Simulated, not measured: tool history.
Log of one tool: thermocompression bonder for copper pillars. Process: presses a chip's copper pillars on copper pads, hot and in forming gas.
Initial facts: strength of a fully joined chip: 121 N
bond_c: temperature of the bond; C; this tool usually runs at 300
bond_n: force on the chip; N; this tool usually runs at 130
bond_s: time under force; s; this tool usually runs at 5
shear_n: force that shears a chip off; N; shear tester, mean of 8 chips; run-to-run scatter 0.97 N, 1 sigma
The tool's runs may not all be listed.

| run | hour | bond_c | bond_n | bond_s | shear_n |
|---|---|---|---|---|---|
| 1 | 0 | 300 | 130 | 5 | 83.3 |
| 2 | 8.8 | 300 | 130 | 5 | 83.4 |
| 3 | 17.4 | 300 | 130 | 5 | 82.4 |
| 4 | 29.7 | 300 | 130 | 3 | 72 |
| 5 | 36.9 | 300 | 130 | 3 | 72.4 |
| 6 | 49.4 | 300 | 130 | 3 | 73.6 |
| 7 | 60.8 | 300 | 130 | 3 | 71.7 |
| 8 | 67.2 | 300 | 130 | 3 | 72.4 |
| 9 | 78.4 | 293 | 130 | 3 | 65.3 |
| 10 | 90 | 326 | 167 | 10 | 115.6 |
| 11 | 98.3 | 326 | 167 | 10 | 116.9 |
| 12 | 107.5 | 289 | 167 | 10 | 98.1 |
| 13 | 114.7 | 289 | 167 | 10 | 101.4 |
| 14 | 121.9 | 300 | 130 | 11 | 98.7 |
| 15 | 135.1 | 275 | 84 | 6 | 47.9 |
| 16 | 144.5 | 285 | 130 | 14 | 93.6 |

Forecast each of these 3 alternatives for the next run:
| A | 153.8 | 300 | 89 | 5 | ? |
| B | 153.8 | 323 | 90 | 8 | ? |
| C | 153.8 | 314 | 94 | 5 | ? |

| run | shear_n |
|---|---|
| A | 65 |
| B | 91.3 |
| C | 78.1 |
The same runs, with their run-to-run variation unchanged, on a tool lacking any hidden condition would have given:
| run | shear_n |
|---|---|
| A | 65.3 |
| B | 91.7 |
| C | 78.4 |
